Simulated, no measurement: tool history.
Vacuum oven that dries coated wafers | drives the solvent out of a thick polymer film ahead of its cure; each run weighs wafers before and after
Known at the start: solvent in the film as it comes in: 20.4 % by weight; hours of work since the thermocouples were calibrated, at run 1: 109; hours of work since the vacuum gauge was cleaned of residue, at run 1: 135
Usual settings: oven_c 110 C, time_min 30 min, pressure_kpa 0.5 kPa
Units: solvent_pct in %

run	hour	oven_c	time_min	pressure_kpa	hours of work since the thermocouples were calibrated	hours of work since the vacuum gauge was cleaned of residue	solvent_pct
1	0	110	30	0.5	109	135	3.05
2	9.3	110	30	1.007	114	140	3.38
3	17.3	110	30	1.007	119	145	3.42
4	27.3	110	30	1.007	125	151	3.29
5	39.1	110	36	1.007	131	157	2.62
6	51.5	110	36	1.007	138	164	2.56
7	63.6	110	36	1.007	145	171	2.63
8	71.7	110	23	0.5	149	175	4.5
9	78.9	110	23	0.5	153	179	4.55
10	91.1	104	23	0.5	160	186	5.95
11	101.7	110	30	0.5	166	192	3.1
12	107.9	110	30	0.5	170	196	3.05
13	114.3	110	30	0.5	173	199	3.12
14	121.1	110	30	0.5	177	203	3.08
15	130.8	110	30	0.5	182	208	3.1
16	137.1	110	30	0.5	186	212	3.01
17	150.3	110	30	0.5	193	219	3.07
18	159.3	110	30	0.5	198	224	3.07
19	166	102	43	0.564	202	228	2.97
20	176.6	98	30	1.277	208	234	6.52
21	187.2	114	30	1.456	214	240	2.79
22	194.7	114	30	1.456	218	244	2.79
23	204.4	117	24	1.09	224	250	3.02
24	213.1	116	31	0.581	228	254	1.87
25	224	112	22	0.42	235	261	4.3
26	232.8	111	27	1.17	239	265	3.59
27	246	120	45	0.5	247	273	0.63
28	258	116	30	0.5	254	280	1.97
29	266.9	108	42	0.374	259	285	1.91

3 ways to go on from here, each from the tool as it stands after run 29. What would each give?
A	274.8	101	43	0.278	263	289	?
B	274.8	100	39	0.374	263	289	?
C	274.8	108	33	0.305	263	289	?

run	solvent_pct
A	3.06
B	3.79
C	2.92
Without the tool's hidden state the same runs would have given:
run	solvent_pct
A	2.96
B	3.69
C	2.85

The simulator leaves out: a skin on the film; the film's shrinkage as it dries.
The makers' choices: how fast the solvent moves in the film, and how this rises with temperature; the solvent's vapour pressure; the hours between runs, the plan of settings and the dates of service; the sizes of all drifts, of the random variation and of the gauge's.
